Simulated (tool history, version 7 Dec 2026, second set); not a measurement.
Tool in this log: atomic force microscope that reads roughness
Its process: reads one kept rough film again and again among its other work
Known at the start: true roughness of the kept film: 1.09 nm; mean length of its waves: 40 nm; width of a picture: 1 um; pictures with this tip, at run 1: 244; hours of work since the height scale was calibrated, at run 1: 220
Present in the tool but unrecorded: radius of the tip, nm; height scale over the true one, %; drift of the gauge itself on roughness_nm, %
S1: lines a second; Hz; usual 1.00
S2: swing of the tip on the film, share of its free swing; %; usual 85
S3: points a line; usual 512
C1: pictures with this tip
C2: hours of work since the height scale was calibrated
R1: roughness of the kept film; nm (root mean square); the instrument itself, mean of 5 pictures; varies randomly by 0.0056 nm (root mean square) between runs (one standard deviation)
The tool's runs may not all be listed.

{"run": 1, "hour": 0.0, "S1": 1.0, "S2": 85, "S3": 512, "C1": 244, "C2": 220, "R1": 0.944}
{"run": 2, "hour": 48.6, "S1": 1.0, "S2": 85, "S3": 512, "C1": 318, "C2": 257, "R1": 0.939}
{"hour": 63.1, "done": "new tip fitted"}
{"run": 3, "hour": 74.1, "S1": 1.0, "S2": 85, "S3": 512, "C1": 17, "C2": 275, "R1": 0.977}
{"run": 4, "hour": 122.9, "S1": 1.0, "S2": 85, "S3": 512, "C1": 91, "C2": 312, "R1": 0.968}
{"run": 5, "hour": 151.8, "S1": 1.0, "S2": 85, "S3": 512, "C1": 135, "C2": 334, "R1": 0.957}
{"run": 6, "hour": 187.9, "S1": 1.0, "S2": 85, "S3": 512, "C1": 190, "C2": 361, "R1": 0.945}
{"run": 7, "hour": 222.1, "S1": 1.0, "S2": 85, "S3": 512, "C1": 242, "C2": 387, "R1": 0.946}
{"run": 8, "hour": 257.3, "S1": 1.0, "S2": 73, "S3": 512, "C1": 296, "C2": 413, "R1": 0.98}
{"hour": 285.5, "done": "new tip fitted"}
{"run": 9, "hour": 291.0, "S1": 1.0, "S2": 82, "S3": 512, "C1": 8, "C2": 438, "R1": 0.993}
{"run": 10, "hour": 333.7, "S1": 1.0, "S2": 85, "S3": 403, "C1": 73, "C2": 470, "R1": 0.961}
{"run": 11, "hour": 357.3, "S1": 1.0, "S2": 85, "S3": 403, "C1": 109, "C2": 488, "R1": 0.957}
{"run": 12, "hour": 412.1, "S1": 1.0, "S2": 71, "S3": 512, "C1": 192, "C2": 529, "R1": 1.001}
{"run": 13, "hour": 435.9, "S1": 1.0, "S2": 71, "S3": 512, "C1": 228, "C2": 547, "R1": 0.983}
{"run": 14, "hour": 460.4, "S1": 1.0, "S2": 85, "S3": 512, "C1": 266, "C2": 565, "R1": 0.945}
{"hour": 507.5, "done": "new tip fitted"}
{"run": 15, "hour": 517.1, "S1": 1.0, "S2": 85, "S3": 512, "C1": 15, "C2": 608, "R1": 0.973}
{"run": 16, "hour": 569.7, "S1": 1.0, "S2": 85, "S3": 512, "C1": 95, "C2": 647, "R1": 0.973}
{"run": 17, "hour": 612.9, "S1": 3.9, "S2": 70, "S3": 403, "C1": 161, "C2": 680, "R1": 0.898}
{"run": 18, "hour": 640.2, "S1": 1.13, "S2": 70, "S3": 403, "C1": 202, "C2": 700, "R1": 0.994}
{"run": 19, "hour": 687.1, "S1": 1.0, "S2": 68, "S3": 467, "C1": 273, "C2": 735, "R1": 0.987}
{"hour": 732.4, "done": "new tip fitted"}
{"run": 20, "hour": 741.1, "S1": 1.0, "S2": 68, "S3": 467, "C1": 14, "C2": 776, "R1": 1.02}
{"run": 21, "hour": 767.4, "S1": 1.0, "S2": 68, "S3": 467, "C1": 54, "C2": 795, "R1": 1.025}
{"run": 22, "hour": 803.0, "S1": 1.0, "S2": 68, "S3": 389, "C1": 108, "C2": 822, "R1": 1.008}
{"run": 23, "hour": 852.1, "S1": 1.0, "S2": 79, "S3": 398, "C1": 182, "C2": 859, "R1": 0.963}
{"run": 24, "hour": 907.7, "S1": 1.0, "S2": 85, "S3": 1004, "C1": 267, "C2": 901, "R1": 0.938}
{"run": 25, "hour": 934.2, "S1": 1.0, "S2": 85, "S3": 1004, "C1": 307, "C2": 921, "R1": 0.944}
{"hour": 953.7, "done": "new tip fitted"}
{"run": 26, "hour": 962.6, "S1": 1.0, "S2": 85, "S3": 1004, "C1": 14, "C2": 942, "R1": 0.974}
{"run": 27, "hour": 1019.4, "S1": 1.0, "S2": 85, "S3": 1004, "C1": 100, "C2": 984, "R1": 0.964}
{"run": 28, "hour": 1044.0, "S1": 1.33, "S2": 59, "S3": 512, "C1": 137, "C2": 1003, "R1": 1.015}
{"run": 29, "hour": 1069.6, "S1": 2.41, "S2": 59, "S3": 360, "C1": 176, "C2": 1022, "R1": 0.993}
{"run": 30, "hour": 1094.8, "S1": 0.56, "S2": 68, "S3": 665, "C1": 215, "C2": 1041, "R1": 1.013}
{"run": 31, "hour": 1142.5, "S1": 0.59, "S2": 68, "S3": 820, "C1": 287, "C2": 1077, "R1": 1.006}

Some steps in R1 between neighbouring runs. How much of each would the tool show without its hidden state too (settings, what came in, random variation), and how much is left for the hidden state, with any gauge scatter that isn't in both results?
Run 2 -> 3: new tip fitted. R1 +0.038 nm (root mean square): hidden state +0.040, all else -0.002.
Run 8 -> 9: S2 73 -> 82, new tip fitted. R1 +0.013 nm (root mean square): hidden state +0.035, all else -0.022.
Run 16 -> 17: S1 1.00 -> 3.90, S2 85 -> 70, S3 512 -> 403. R1 -0.075 nm (root mean square): hidden state -0.006, all else -0.069.
Run 17 -> 18: S1 3.90 -> 1.13. R1 +0.096 nm (root mean square): hidden state -0.008, all else +0.104.
Run 25 -> 26: new tip fitted. R1 +0.030 nm (root mean square): hidden state +0.035, all else -0.005.
Run 27 -> 28: S1 1.00 -> 1.33, S2 85 -> 59, S3 1004 -> 512. R1 +0.051 nm (root mean square): hidden state -0.005, all else +0.056.
